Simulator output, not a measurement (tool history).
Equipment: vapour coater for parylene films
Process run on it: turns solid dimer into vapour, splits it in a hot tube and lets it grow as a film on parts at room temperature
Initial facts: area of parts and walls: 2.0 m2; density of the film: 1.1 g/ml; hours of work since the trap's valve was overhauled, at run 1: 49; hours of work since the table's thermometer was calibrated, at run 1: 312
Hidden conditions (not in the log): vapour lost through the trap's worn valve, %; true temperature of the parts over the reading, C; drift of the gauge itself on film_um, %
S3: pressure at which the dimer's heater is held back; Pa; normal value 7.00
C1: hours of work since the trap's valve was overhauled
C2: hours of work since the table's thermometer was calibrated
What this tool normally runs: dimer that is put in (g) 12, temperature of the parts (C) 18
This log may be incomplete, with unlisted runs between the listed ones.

Run 1, hour 0.0: usual settings; C1 49; C2 312. Result: thickness of the film (µm) 4.21.
Run 2, hour 17.9: usual settings; C1 60; C2 323. Result: thickness of the film (µm) 4.15.
Run 3, hour 28.4: usual settings; C1 67; C2 330. Result: thickness of the film (µm) 4.19.
Run 4, hour 51.5: usual settings; C1 82; C2 345. Result: thickness of the film (µm) 4.17.
Run 5, hour 72.6: usual settings; C1 95; C2 358. Result: thickness of the film (µm) 4.15.
Run 6, hour 94.2: usual settings; C1 109; C2 372. Result: thickness of the film (µm) 4.15.
Run 7, hour 115.4: usual settings; C1 122; C2 385. Result: thickness of the film (µm) 4.15.
Run 8, hour 127.8: usual settings; C1 130; C2 393. Result: thickness of the film (µm) 4.11.
Run 9, hour 142.8: usual settings; C1 139; C2 402. Result: thickness of the film (µm) 4.12.
Run 10, hour 164.2: usual settings; C1 153; C2 416. Result: thickness of the film (µm) 4.07.
Run 11, hour 186.5: usual settings; C1 167; C2 430. Result: thickness of the film (µm) 4.03.
Run 12, hour 209.5: usual settings; C1 182; C2 445. Result: thickness of the film (µm) 4.09.
Run 13, hour 226.1: usual settings; C1 192; C2 455. Result: thickness of the film (µm) 4.12.
Run 14, hour 249.3: usual settings; C1 207; C2 470. Result: thickness of the film (µm) 4.00.
Run 15, hour 272.6: usual settings but dimer that is put in (g) 15, temperature of the parts (C) 11, S3 4.93 Pa; C1 222; C2 485. Result: thickness of the film (µm) 6.35.
Run 16, hour 284.0: usual settings but dimer that is put in (g) 21, temperature of the parts (C) 24, S3 9.28 Pa; C1 229; C2 492. Result: thickness of the film (µm) 5.58.
Run 17, hour 305.2: usual settings but dimer that is put in (g) 8, temperature of the parts (C) 20, S3 2.32 Pa; C1 242; C2 505. Result: thickness of the film (µm) 2.68.
Run 18, hour 327.3: usual settings but dimer that is put in (g) 8, temperature of the parts (C) 20, S3 2.32 Pa; C1 256; C2 519. Result: thickness of the film (µm) 2.62.
At hour 339.3: trap's valve overhauled.
Run 19, hour 353.3: usual settings but dimer that is put in (g) 8, temperature of the parts (C) 20, S3 2.32 Pa; C1 9; C2 533. Result: thickness of the film (µm) 2.84.
Run 20, hour 363.5: usual settings but dimer that is put in (g) 14, temperature of the parts (C) 20, S3 10.87 Pa; C1 15; C2 540. Result: thickness of the film (µm) 4.44.
Run 21, hour 384.3: usual settings but dimer that is put in (g) 14, temperature of the parts (C) 20, S3 10.87 Pa; C1 28; C2 553. Result: thickness of the film (µm) 4.49.
Run 22, hour 397.3: usual settings but dimer that is put in (g) 7, temperature of the parts (C) 20, S3 4.27 Pa; C1 37; C2 561. Result: thickness of the film (µm) 2.42.
Run 23, hour 412.9: usual settings but dimer that is put in (g) 7, temperature of the parts (C) 20, S3 4.27 Pa; C1 47; C2 571. Result: thickness of the film (µm) 2.36.
Run 24, hour 429.0: usual settings but dimer that is put in (g) 6, temperature of the parts (C) 25, S3 3.24 Pa; C1 57; C2 581. Result: thickness of the film (µm) 1.69.
Run 25, hour 446.6: usual settings but dimer that is put in (g) 8, temperature of the parts (C) 21, S3 3.27 Pa; C1 68; C2 592. Result: thickness of the film (µm) 2.64.
Run 26, hour 467.8: usual settings but dimer that is put in (g) 8, temperature of the parts (C) 29, S3 3.27 Pa; C1 81; C2 606. Result: thickness of the film (µm) 1.92.
Run 27, hour 483.0: usual settings but dimer that is put in (g) 8, temperature of the parts (C) 29, S3 3.27 Pa; C1 91; C2 615. Result: thickness of the film (µm) 1.96.
Run 28, hour 506.3: usual settings but dimer that is put in (g) 11, S3 9.86 Pa; C1 106; C2 630. Result: thickness of the film (µm) 3.74.

5 ways to go on from here, each from the tool as it stands after run 28. What would each give?
Run A, hour 517.3: usual settings but temperature of the parts (C) 19; C1 113; C2 637. Result: thickness of the film (µm) ?.
Run B, hour 517.3: usual settings but dimer that is put in (g) 18, S3 9.86 Pa; C1 113; C2 637. Result: thickness of the film (µm) ?.
Run C, hour 517.3: usual settings but dimer that is put in (g) 11, S3 2.23 Pa; C1 113; C2 637. Result: thickness of the film (µm) ?.
Run D, hour 517.3: usual settings but S3 3.01 Pa; C1 113; C2 637. Result: thickness of the film (µm) ?.
Run E, hour 517.3: usual settings but dimer that is put in (g) 8, temperature of the parts (C) 11; C1 113; C2 637. Result: thickness of the film (µm) ?.

run  thickness of the film (µm)
  A                        4.04
  B                        6.05
  C                        4.00
  D                        4.30
  E                        3.49
Without the tool's hidden state the same runs would have given:
run  thickness of the film (µm)
  A                        4.14
  B                        6.21
  C                        4.10
  D                        4.41
  E                        3.58
